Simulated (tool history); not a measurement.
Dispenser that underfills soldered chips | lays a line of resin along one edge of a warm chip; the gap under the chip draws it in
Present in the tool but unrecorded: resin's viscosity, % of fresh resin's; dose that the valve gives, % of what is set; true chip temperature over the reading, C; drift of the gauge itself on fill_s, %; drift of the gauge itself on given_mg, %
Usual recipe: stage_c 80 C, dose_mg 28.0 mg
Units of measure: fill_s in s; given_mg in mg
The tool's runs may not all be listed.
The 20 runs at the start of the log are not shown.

run,hour,stage_c,dose_mg,hours of work since the syringe was changed,hours of work since the valve was cleaned,hours of work since the stage was calibrated,fill_s,given_mg
# hour 89.3: new syringe of resin
21,91.5,80,25.0,1,29,128,74.1,24.59
22,96.3,94,28.4,4,32,131,50.2,27.92
# hour 99.7: new syringe of resin
23,101.7,94,28.4,1,35,134,42.7,27.87
24,106.8,83,29.4,4,38,137,76.1,28.79
# hour 110.0: new syringe of resin
25,110.6,87,26.9,0,40,139,51.2,26.10
26,116.1,89,35.7,4,43,143,56.5,34.72
# hour 120.3: new syringe of resin
27,120.8,78,25.3,0,46,145,74.2,24.65
28,125.3,80,35.8,3,49,148,79.5,34.89
29,128.5,80,35.8,5,51,150,88.2,34.67
# hour 130.5: new syringe of resin
30,133.5,80,35.8,2,53,153,72.8,34.75
31,137.9,90,35.8,4,56,156,58.0,34.42
# hour 139.9: dispensing valve cleaned and set on the balance
# hour 142.0: new syringe of resin
32,143.1,90,35.8,1,2,158,46.5,35.81
33,147.8,80,30.6,3,5,161,80.8,30.16
# hour 152.5: new syringe of resin
34,152.5,80,30.6,0,7,163,66.3,30.55
35,155.3,88,24.7,2,9,165,54.9,24.59

Consider 5 possible next runs. They are alternatives, not a sequence: every one starts from the tool as it was left by run 35. What does each give?
A,160.5,83,32.5,5,12,168,?,?
B,160.5,91,28.7,5,12,168,?,?
C,160.5,80,36.0,5,12,168,?,?
D,160.5,81,31.2,5,12,168,?,?
E,160.5,92,24.7,5,12,168,?,?

run,fill_s,given_mg
A,76.8,32.05
B,58.0,28.20
C,87.4,35.59
D,84.2,30.87
E,55.9,24.50
With no hidden state in the tool, these same runs would have given:
run,fill_s,given_mg
A,57.6,32.30
B,43.4,28.42
C,65.5,35.86
D,63.0,31.11
E,41.8,24.68
